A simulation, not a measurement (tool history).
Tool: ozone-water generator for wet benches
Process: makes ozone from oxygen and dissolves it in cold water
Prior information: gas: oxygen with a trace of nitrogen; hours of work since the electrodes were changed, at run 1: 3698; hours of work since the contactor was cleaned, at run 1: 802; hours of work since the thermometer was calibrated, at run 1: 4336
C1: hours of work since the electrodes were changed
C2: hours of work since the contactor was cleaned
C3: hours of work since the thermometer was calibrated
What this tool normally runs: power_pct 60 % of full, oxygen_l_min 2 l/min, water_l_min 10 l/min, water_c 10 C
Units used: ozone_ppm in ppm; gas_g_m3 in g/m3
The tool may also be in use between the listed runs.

run 1 hour=0 | power_pct=60 oxygen_l_min=2 water_l_min=10 water_c=10 | C1=3698 C2=802 C3=4336 | ozone_ppm=14.3 gas_g_m3=177
run 2 hour=102.8 | power_pct=60 oxygen_l_min=2 water_l_min=10 water_c=10 | C1=3800 C2=904 C3=4437 | ozone_ppm=14.4 gas_g_m3=176.2
run 3 hour=222.9 | power_pct=76 oxygen_l_min=2 water_l_min=10 water_c=10 | C1=3918 C2=1023 C3=4556 | ozone_ppm=17.1 gas_g_m3=216
run 4 hour=333 | power_pct=76 oxygen_l_min=2 water_l_min=10 water_c=10 | C1=4027 C2=1131 C3=4665 | ozone_ppm=17.2 gas_g_m3=214.5
run 5 hour=419.8 | power_pct=60 oxygen_l_min=1.54 water_l_min=10 water_c=10 | C1=4113 C2=1217 C3=4751 | ozone_ppm=13 gas_g_m3=193.6
run 6 hour=535.9 | power_pct=60 oxygen_l_min=1.54 water_l_min=10 water_c=10 | C1=4228 C2=1332 C3=4865 | ozone_ppm=12.8 gas_g_m3=192.8
run 7 hour=647 | power_pct=60 oxygen_l_min=1.61 water_l_min=10 water_c=10 | C1=4337 C2=1442 C3=4975 | ozone_ppm=13 gas_g_m3=187.8
run 8 hour=730.1 | power_pct=60 oxygen_l_min=1.61 water_l_min=10 water_c=10 | C1=4420 C2=1524 C3=5057 | ozone_ppm=13.2 gas_g_m3=188
-- hour=743.5 water thermometer calibrated
run 9 hour=834.1 | power_pct=81 oxygen_l_min=1.61 water_l_min=8 water_c=10 | C1=4522 C2=1626 C3=89 | ozone_ppm=21.1 gas_g_m3=243
run 10 hour=919.7 | power_pct=85 oxygen_l_min=1.6 water_l_min=10 water_c=5 | C1=4606 C2=1711 C3=174 | ozone_ppm=18.2 gas_g_m3=253.3

Predict each of these 5 candidate next runs independently; none follows another, all start after run 10:
run A hour=1053.8 | power_pct=85 oxygen_l_min=1.86 water_l_min=9 water_c=10 | C1=4739 C2=1843 C3=307 | ozone_ppm=? gas_g_m3=?
run B hour=1053.8 | power_pct=60 oxygen_l_min=2 water_l_min=14 water_c=10 | C1=4739 C2=1843 C3=307 | ozone_ppm=? gas_g_m3=?
run C hour=1053.8 | power_pct=97 oxygen_l_min=1.6 water_l_min=10 water_c=5 | C1=4739 C2=1843 C3=307 | ozone_ppm=? gas_g_m3=?
run D hour=1053.8 | power_pct=85 oxygen_l_min=1.6 water_l_min=10 water_c=8 | C1=4739 C2=1843 C3=307 | ozone_ppm=? gas_g_m3=?
run E hour=1053.8 | power_pct=85 oxygen_l_min=1.06 water_l_min=10 water_c=5 | C1=4739 C2=1843 C3=307 | ozone_ppm=? gas_g_m3=?

run=A ozone_ppm=20.5 gas_g_m3=238.9
run=B ozone_ppm=9.8 gas_g_m3=174.9
run=C ozone_ppm=20.3 gas_g_m3=280.7
run=D ozone_ppm=17.9 gas_g_m3=253.1
run=E ozone_ppm=14.9 gas_g_m3=288.6
Without the tool's unlogged condition, the same runs would have read:
run=A ozone_ppm=20.6 gas_g_m3=239.4
run=B ozone_ppm=9.8 gas_g_m3=175.1
run=C ozone_ppm=20.4 gas_g_m3=281.3
run=D ozone_ppm=17.9 gas_g_m3=253.7
run=E ozone_ppm=14.9 gas_g_m3=289.2

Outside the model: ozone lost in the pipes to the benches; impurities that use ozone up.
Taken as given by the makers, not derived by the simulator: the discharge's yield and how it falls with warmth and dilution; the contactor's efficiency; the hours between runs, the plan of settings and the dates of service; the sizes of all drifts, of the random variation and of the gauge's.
